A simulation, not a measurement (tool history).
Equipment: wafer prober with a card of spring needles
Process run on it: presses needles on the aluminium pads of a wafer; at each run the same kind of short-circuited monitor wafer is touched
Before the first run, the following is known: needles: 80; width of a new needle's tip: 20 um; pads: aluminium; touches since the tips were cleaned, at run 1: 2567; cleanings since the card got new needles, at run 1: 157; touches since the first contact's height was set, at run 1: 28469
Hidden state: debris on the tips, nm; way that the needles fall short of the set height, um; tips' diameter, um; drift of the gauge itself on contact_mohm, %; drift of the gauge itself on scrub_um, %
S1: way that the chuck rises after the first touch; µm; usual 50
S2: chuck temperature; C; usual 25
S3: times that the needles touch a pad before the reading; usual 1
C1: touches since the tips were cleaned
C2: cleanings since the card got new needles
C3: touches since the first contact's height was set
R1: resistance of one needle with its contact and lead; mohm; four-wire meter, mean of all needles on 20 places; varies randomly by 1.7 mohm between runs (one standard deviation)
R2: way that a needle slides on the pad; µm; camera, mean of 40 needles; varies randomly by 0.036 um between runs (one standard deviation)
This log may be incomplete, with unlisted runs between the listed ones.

run 1 hour=0 | S1=50 S2=25 S3=1 | C1=2567 C2=157 C3=28469 | R1=212 R2=9.15
-- hour=1.5 tips cleaned on abrasive film
-- hour=7.1 tips cleaned on abrasive film
-- hour=14.1 tips cleaned on abrasive film
-- hour=19.7 tips cleaned on abrasive film
-- hour=26.2 tips cleaned on abrasive film
run 2 hour=26.2 | S1=50 S2=25 S3=1 | C1=0 C2=162 C3=41501 | R1=173 R2=9.09
-- hour=33.2 tips cleaned on abrasive film
-- hour=40.2 tips cleaned on abrasive film
run 3 hour=45.1 | S1=50 S2=25 S3=1 | C1=2488 C2=164 C3=50989 | R1=211 R2=9.09
-- hour=46.5 tips cleaned on abrasive film
-- hour=52.1 tips cleaned on abrasive film
-- hour=59.1 tips cleaned on abrasive film
-- hour=64.8 tips cleaned on abrasive film
-- hour=71.8 tips cleaned on abrasive film
run 4 hour=76.8 | S1=50 S2=25 S3=1 | C1=2579 C2=169 C3=66868 | R1=212 R2=8.99
-- hour=78.3 tips cleaned on abrasive film
-- hour=85.3 tips cleaned on abrasive film
-- hour=92.3 tips cleaned on abrasive film
-- hour=97.9 tips cleaned on abrasive film
-- hour=104.9 tips cleaned on abrasive film
-- hour=110.5 tips cleaned on abrasive film
run 5 hour=113 | S1=32 S2=25 S3=1 | C1=1240 C2=175 C3=84910 | R1=235 R2=5.7
-- hour=117.2 tips cleaned on abrasive film
-- hour=124.2 tips cleaned on abrasive film
-- hour=131.2 tips cleaned on abrasive film
-- hour=143.2 card fitted with new needles
-- hour=149.7 tips cleaned on abrasive film
run 6 hour=149.7 | S1=32 S2=25 S3=1 | C1=0 C2=1 C3=3262 | R1=181 R2=5.94
-- hour=156.7 tips cleaned on abrasive film
-- hour=163.7 tips cleaned on abrasive film
run 7 hour=167.7 | S1=32 S2=25 S3=1 | C1=2020 C2=3 C3=12282 | R1=236 R2=5.86
-- hour=170.5 tips cleaned on abrasive film
-- hour=177.5 tips cleaned on abrasive film
-- hour=184.5 tips cleaned on abrasive film
run 8 hour=188.2 | S1=32 S2=25 S3=1 | C1=1841 C2=6 C3=22524 | R1=231 R2=5.85
-- hour=191 tips cleaned on abrasive film
-- hour=198 tips cleaned on abrasive film
-- hour=205 tips cleaned on abrasive film
run 9 hour=208.9 | S1=51 S2=104 S3=1 | C1=1995 C2=9 C3=32921 | R1=207 R2=9.41
-- hour=211.8 tips cleaned on abrasive film
-- hour=218.8 tips cleaned on abrasive film
-- hour=225.8 tips cleaned on abrasive film
-- hour=232.8 tips cleaned on abrasive film
-- hour=239.8 tips cleaned on abrasive film
-- hour=245.4 tips cleaned on abrasive film
run 10 hour=247.9 | S1=65 S2=104 S3=1 | C1=1279 C2=15 C3=52402 | R1=187 R2=11.83
-- hour=252.1 tips cleaned on abrasive film
-- hour=259.1 tips cleaned on abrasive film
-- hour=266.1 tips cleaned on abrasive film
-- hour=272.1 tips cleaned on abrasive film
run 11 hour=272.1 | S1=40 S2=25 S3=2 | C1=0 C2=19 C3=64494 | R1=175 R2=7.2
-- hour=279.1 tips cleaned on abrasive film
-- hour=286.1 tips cleaned on abrasive film
-- hour=291.7 tips cleaned on abrasive film
-- hour=298.7 tips cleaned on abrasive film
-- hour=304.3 tips cleaned on abrasive film
run 12 hour=307.8 | S1=56 S2=25 S3=1 | C1=1781 C2=24 C3=82376 | R1=185 R2=10.16
-- hour=310.7 tips cleaned on abrasive film
-- hour=317.7 tips cleaned on abrasive film
-- hour=324.7 tips cleaned on abrasive film
-- hour=331.7 tips cleaned on abrasive film
run 13 hour=331.9 | S1=69 S2=35 S3=2 | C1=101 C2=28 C3=94378 | R1=166 R2=12.44

Run 14 comes next. What will it give?
-- hour=337.5 tips cleaned on abrasive film
-- hour=343.3 height of the first contact set anew
-- hour=344.8 tips cleaned on abrasive film
-- hour=351.8 tips cleaned on abrasive film
-- hour=358.8 tips cleaned on abrasive film
-- hour=364.7 tips cleaned on abrasive film
run 14 hour=364.7 | S1=60 S2=97 S3=2 | C1=0 C2=33 C3=10642 | R1=? R2=?

Run 14 yielded R1 180 mohm, R2 10.99 µm.
On a tool with no hidden condition, and with the same random variation, this run would have come out at R1 178 mohm, R2 11.04 µm.

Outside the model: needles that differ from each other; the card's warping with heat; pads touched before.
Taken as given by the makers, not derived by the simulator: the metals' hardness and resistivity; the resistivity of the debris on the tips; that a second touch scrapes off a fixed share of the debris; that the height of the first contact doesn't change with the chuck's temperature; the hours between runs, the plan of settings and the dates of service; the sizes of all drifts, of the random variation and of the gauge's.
